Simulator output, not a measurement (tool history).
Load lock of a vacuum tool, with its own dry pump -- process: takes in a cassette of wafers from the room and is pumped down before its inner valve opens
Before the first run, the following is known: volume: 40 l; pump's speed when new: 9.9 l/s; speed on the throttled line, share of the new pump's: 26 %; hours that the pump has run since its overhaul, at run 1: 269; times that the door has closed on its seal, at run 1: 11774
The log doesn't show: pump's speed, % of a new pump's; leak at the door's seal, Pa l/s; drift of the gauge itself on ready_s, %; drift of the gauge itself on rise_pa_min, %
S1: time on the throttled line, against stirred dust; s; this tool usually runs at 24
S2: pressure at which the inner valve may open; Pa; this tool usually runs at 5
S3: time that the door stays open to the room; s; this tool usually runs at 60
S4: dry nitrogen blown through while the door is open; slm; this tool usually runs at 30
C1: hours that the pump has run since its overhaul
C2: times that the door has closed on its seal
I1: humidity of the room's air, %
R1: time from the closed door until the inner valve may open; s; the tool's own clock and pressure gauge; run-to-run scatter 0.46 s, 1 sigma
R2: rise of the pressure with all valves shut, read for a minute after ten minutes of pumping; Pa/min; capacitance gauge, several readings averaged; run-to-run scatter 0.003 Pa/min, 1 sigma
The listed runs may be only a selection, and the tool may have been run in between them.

Run 1, day 0.000: usual settings; C1 269; C2 11774; I1 47.3. Result: R1 58.6 s, R2 0.259 Pa/min.
Run 2, day 2.971: usual settings; C1 340; C2 12017; I1 43.4. Result: R1 57.6 s, R2 0.261 Pa/min.
Run 3, day 8.162: usual settings; C1 464; C2 12441; I1 42.5. Result: R1 58.4 s, R2 0.280 Pa/min.
Run 4, day 10.612: usual settings; C1 523; C2 12641; I1 48.0. Result: R1 58.8 s, R2 0.294 Pa/min.
Run 5, day 14.758: usual settings; C1 623; C2 12979; I1 46.1. Result: R1 58.5 s, R2 0.309 Pa/min.
Run 6, day 19.921: usual settings but S3 69 s; C1 747; C2 13401; I1 46.5. Result: R1 59.2 s, R2 0.319 Pa/min.
Run 7, day 22.512: usual settings but S4 19 slm; C1 809; C2 13613; I1 45.7. Result: R1 58.7 s, R2 0.334 Pa/min.
Run 8, day 27.400: usual settings but S3 240 s; C1 926; C2 14012; I1 45.2. Result: R1 58.0 s, R2 0.381 Pa/min.
Run 9, day 30.400: usual settings; C1 998; C2 14257; I1 48.0. Result: R1 58.7 s, R2 0.336 Pa/min.
Run 10, day 33.596: usual settings; C1 1075; C2 14518; I1 43.7. Result: R1 59.3 s, R2 0.346 Pa/min.
Run 11, day 37.400: usual settings; C1 1166; C2 14829; I1 45.2. Result: R1 58.4 s, R2 0.359 Pa/min.
Run 12, day 40.454: usual settings; C1 1239; C2 15078; I1 47.7. Result: R1 58.4 s, R2 0.375 Pa/min.
Run 13, day 46.012: usual settings; C1 1373; C2 15532; I1 43.5. Result: R1 59.3 s, R2 0.382 Pa/min.
Run 14, day 49.275: usual settings; C1 1451; C2 15798; I1 47.2. Result: R1 59.5 s, R2 0.397 Pa/min.
Run 15, day 53.867: usual settings; C1 1561; C2 16173; I1 44.4. Result: R1 59.2 s, R2 0.410 Pa/min.
Run 16, day 56.333: usual settings; C1 1621; C2 16375; I1 44.0. Result: R1 58.5 s, R2 0.423 Pa/min.
Run 17, day 60.017: usual settings; C1 1709; C2 16675; I1 42.8. Result: R1 58.6 s, R2 0.437 Pa/min.
Run 18, day 63.871: usual settings; C1 1801; C2 16990; I1 45.3. Result: R1 59.8 s, R2 0.423 Pa/min.
Run 19, day 68.933: usual settings; C1 1923; C2 17403; I1 46.0. Result: R1 59.3 s, R2 0.467 Pa/min.
Run 20, day 72.396: usual settings but S1 28 s, S4 7 slm; C1 2006; C2 17686; I1 45.0. Result: R1 61.8 s, R2 0.493 Pa/min.
Run 21, day 77.629: usual settings but S1 28 s, S4 7 slm; C1 2132; C2 18114; I1 46.7. Result: R1 62.4 s, R2 0.493 Pa/min.
Run 22, day 82.725: usual settings but S4 17 slm; C1 2254; C2 18530; I1 43.8. Result: R1 59.2 s, R2 0.499 Pa/min.
Run 23, day 88.279: usual settings but S4 17 slm; C1 2387; C2 18983; I1 43.9. Result: R1 58.6 s, R2 0.516 Pa/min.
Run 24, day 93.925: usual settings but S1 15 s, S2 6 Pa, S3 48 s, S4 6 slm; C1 2523; C2 19445; I1 42.5. Result: R1 51.1 s, R2 0.557 Pa/min.
Run 25, day 98.117: usual settings but S1 17 s, S3 44 s, S4 8 slm; C1 2623; C2 19787; I1 45.8. Result: R1 54.1 s, R2 0.570 Pa/min.
Run 26, day 102.792: usual settings but S2 8 Pa, S3 179 s; C1 2736; C2 20168; I1 44.6. Result: R1 56.9 s, R2 0.594 Pa/min.
Run 27, day 106.667: usual settings but S1 46 s, S2 8 Pa, S3 179 s, S4 13 slm; C1 2828; C2 20485; I1 43.8. Result: R1 72.6 s, R2 0.638 Pa/min.
Run 28, day 111.650: usual settings but S1 46 s, S2 4 Pa, S3 137 s, S4 13 slm; C1 2948; C2 20892; I1 45.4. Result: R1 76.5 s, R2 0.647 Pa/min.
Run 29, day 116.008: usual settings but S1 46 s, S2 4 Pa, S3 137 s, S4 13 slm; C1 3053; C2 21248; I1 41.4. Result: R1 76.6 s, R2 0.658 Pa/min.
Run 30, day 119.346: usual settings but S1 46 s, S2 4 Pa, S3 137 s, S4 13 slm; C1 3133; C2 21520; I1 42.8. Result: R1 77.3 s, R2 0.664 Pa/min.
At day 123.854: door's seal changed, seat wiped.
Run 31, day 124.771: usual settings but S1 46 s, S2 6 Pa, S3 137 s, S4 13 slm; C1 3262; C2 75; I1 43.6. Result: R1 74.4 s, R2 0.089 Pa/min.
Run 32, day 127.529: usual settings but S1 46 s, S2 6 Pa, S3 137 s, S4 13 slm; C1 3328; C2 300; I1 45.1. Result: R1 75.2 s, R2 0.088 Pa/min.
Run 33, day 130.033: usual settings but S1 46 s, S2 6 Pa, S3 137 s, S4 13 slm; C1 3388; C2 505; I1 46.6. Result: R1 75.1 s, R2 0.089 Pa/min.
Run 34, day 132.692: usual settings but S2 6 Pa, S3 172 s; C1 3452; C2 722; I1 43.2. Result: R1 58.7 s, R2 0.073 Pa/min.
Run 35, day 135.508: usual settings but S1 42 s, S2 6 Pa, S3 73 s, S4 35 slm; C1 3519; C2 952; I1 44.7. Result: R1 72.2 s, R2 0.048 Pa/min.
Run 36, day 138.038: usual settings but S1 14 s, S2 6 Pa, S3 142 s, S4 7 slm; C1 3580; C2 1159; I1 42.0. Result: R1 51.1 s, R2 0.104 Pa/min.
Run 37, day 140.454: usual settings but S1 14 s, S2 8 Pa, S3 64 s, S4 7 slm; C1 3638; C2 1356; I1 49.5. Result: R1 51.2 s, R2 0.087 Pa/min.

Forecast each of these 3 alternatives for the next run:
Run A, day 144.275: usual settings but S1 14 s, S2 7 Pa, S3 64 s, S4 7 slm; C1 3730; C2 1668; I1 41.9. Result: R1 ?, R2 ?.
Run B, day 144.275: usual settings but S2 6 Pa, S3 29 s, S4 4 slm; C1 3730; C2 1668; I1 40.0. Result: R1 ?, R2 ?.
Run C, day 144.275: usual settings but S2 9 Pa, S3 73 s, S4 13 slm; C1 3730; C2 1668; I1 43.3. Result: R1 ?, R2 ?.

run    R1     R2
  A  50.5  0.078
  B  58.4  0.060
  C  57.2  0.072
Stripped of hidden state, with their random variation kept, the same runs would have yielded:
run    R1     R2
  A  49.1  0.062
  B  57.1  0.043
  C  55.9  0.055

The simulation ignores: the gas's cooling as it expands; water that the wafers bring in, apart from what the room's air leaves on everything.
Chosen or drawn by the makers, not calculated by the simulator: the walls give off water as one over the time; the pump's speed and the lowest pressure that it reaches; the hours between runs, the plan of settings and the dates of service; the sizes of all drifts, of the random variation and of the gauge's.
